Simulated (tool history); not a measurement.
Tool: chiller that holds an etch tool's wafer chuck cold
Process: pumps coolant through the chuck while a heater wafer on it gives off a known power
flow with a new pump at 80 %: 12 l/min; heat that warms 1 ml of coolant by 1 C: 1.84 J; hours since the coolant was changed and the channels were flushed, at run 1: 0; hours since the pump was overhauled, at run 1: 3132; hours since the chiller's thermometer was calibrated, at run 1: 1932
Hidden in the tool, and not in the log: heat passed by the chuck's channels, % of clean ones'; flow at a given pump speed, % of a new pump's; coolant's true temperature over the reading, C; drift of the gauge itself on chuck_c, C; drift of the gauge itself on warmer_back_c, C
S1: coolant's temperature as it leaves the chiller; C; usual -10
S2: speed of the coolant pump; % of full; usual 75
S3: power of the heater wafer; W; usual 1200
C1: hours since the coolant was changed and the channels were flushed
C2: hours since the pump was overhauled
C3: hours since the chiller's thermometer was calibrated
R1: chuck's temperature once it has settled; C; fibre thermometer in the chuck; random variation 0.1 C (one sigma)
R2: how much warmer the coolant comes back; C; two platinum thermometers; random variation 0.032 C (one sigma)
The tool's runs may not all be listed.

run 1 hour=0.0 | S1=-10 S2=75 S3=1200 | C1=0 C2=3132 C3=1932 | R1=0.4 R2=3.63
run 2 hour=55.2 | S1=-10 S2=75 S3=1200 | C1=55 C2=3187 C3=1987 | R1=0.6 R2=3.65
run 3 hour=135.7 | S1=-16 S2=75 S3=1200 | C1=136 C2=3267 C3=2067 | R1=-5.4 R2=3.73
run 4 hour=208.4 | S1=-16 S2=75 S3=1200 | C1=208 C2=3340 C3=2140 | R1=-5.3 R2=3.72
run 5 hour=253.0 | S1=-16 S2=75 S3=1200 | C1=253 C2=3385 C3=2185 | R1=-5.2 R2=3.64
run 6 hour=328.2 | S1=-10 S2=75 S3=1200 | C1=328 C2=3460 C3=2260 | R1=0.7 R2=3.70
run 7 hour=375.6 | S1=-10 S2=75 S3=1200 | C1=376 C2=3507 C3=2307 | R1=0.8 R2=3.68
run 8 hour=419.2 | S1=-10 S2=75 S3=1200 | C1=419 C2=3551 C3=2351 | R1=0.7 R2=3.66
run 9 hour=487.9 | S1=-10 S2=75 S3=1200 | C1=488 C2=3620 C3=2419 | R1=0.8 R2=3.72
run 10 hour=522.8 | S1=-10 S2=75 S3=1200 | C1=523 C2=3655 C3=2454 | R1=0.8 R2=3.67
run 11 hour=576.7 | S1=-10 S2=75 S3=1200 | C1=577 C2=3708 C3=2508 | R1=0.7 R2=3.72
run 12 hour=616.1 | S1=-5 S2=75 S3=1200 | C1=616 C2=3748 C3=2548 | R1=5.9 R2=3.73
run 13 hour=667.1 | S1=-5 S2=75 S3=1200 | C1=667 C2=3799 C3=2599 | R1=5.8 R2=3.74
run 14 hour=746.8 | S1=-10 S2=75 S3=1200 | C1=747 C2=3879 C3=2678 | R1=0.8 R2=3.68
run 15 hour=824.0 | S1=-10 S2=75 S3=1021 | C1=824 C2=3956 C3=2756 | R1=-0.7 R2=3.16
run 16 hour=889.0 | S1=-10 S2=75 S3=1021 | C1=889 C2=4021 C3=2821 | R1=-0.6 R2=3.22
run 17 hour=955.2 | S1=-10 S2=88 S3=643 | C1=955 C2=4087 C3=2887 | R1=-4.5 R2=1.72
run 18 hour=1017.9 | S1=-10 S2=62 S3=1200 | C1=1018 C2=4150 C3=2950 | R1=2.9 R2=4.49
run 19 hour=1091.6 | S1=-10 S2=62 S3=1200 | C1=1092 C2=4223 C3=3023 | R1=2.9 R2=4.46
run 20 hour=1162.5 | S1=-16 S2=75 S3=1155 | C1=1163 C2=4294 C3=3094 | R1=-5.4 R2=3.58
run 21 hour=1233.1 | S1=-3 S2=75 S3=1034 | C1=1233 C2=4365 C3=3165 | R1=6.7 R2=3.28
run 22 hour=1310.2 | S1=-4 S2=75 S3=1034 | C1=1310 C2=4442 C3=3242 | R1=5.8 R2=3.25
run 23 hour=1376.9 | S1=-4 S2=75 S3=1034 | C1=1377 C2=4509 C3=3308 | R1=6.0 R2=3.30
run 24 hour=1414.9 | S1=-13 S2=90 S3=1332 | C1=1415 C2=4547 C3=3347 | R1=-2.1 R2=3.50
run 25 hour=1478.1 | S1=-20 S2=71 S3=1122 | C1=1478 C2=4610 C3=3410 | R1=-8.7 R2=3.74
run 26 hour=1512.8 | S1=-20 S2=91 S3=1122 | C1=1513 C2=4645 C3=3444 | R1=-10.9 R2=2.97
run 27 hour=1548.8 | S1=-1 S2=85 S3=1122 | C1=1549 C2=4681 C3=3480 | R1=8.6 R2=3.13
run 28 hour=1629.9 | S1=-8 S2=75 S3=1397 | C1=1630 C2=4762 C3=3561 | R1=5.1 R2=4.42
run 29 hour=1672.9 | S1=-1 S2=75 S3=1200 | C1=1673 C2=4805 C3=3605 | R1=10.4 R2=3.77

Forecast each of these 4 alternatives for the next run:
run A hour=1719.5 | S1=-7 S2=87 S3=1200 | C1=1720 C2=4851 C3=3651 | R1=? R2=?
run B hour=1719.5 | S1=-10 S2=75 S3=1525 | C1=1720 C2=4851 C3=3651 | R1=? R2=?
run C hour=1719.5 | S1=-1 S2=75 S3=849 | C1=1720 C2=4851 C3=3651 | R1=? R2=?
run D hour=1719.5 | S1=-10 S2=75 S3=926 | C1=1720 C2=4851 C3=3651 | R1=? R2=?

run=A R1=3.2 R2=3.33
run=B R1=4.4 R2=4.88
run=C R1=7.1 R2=2.68
run=D R1=-1.0 R2=3.01
Without the tool's hidden state the same runs would have given:
run=A R1=1.6 R2=3.05
run=B R1=2.3 R2=4.45
run=C R1=5.8 R2=2.44
run=D R1=-2.4 R2=2.76

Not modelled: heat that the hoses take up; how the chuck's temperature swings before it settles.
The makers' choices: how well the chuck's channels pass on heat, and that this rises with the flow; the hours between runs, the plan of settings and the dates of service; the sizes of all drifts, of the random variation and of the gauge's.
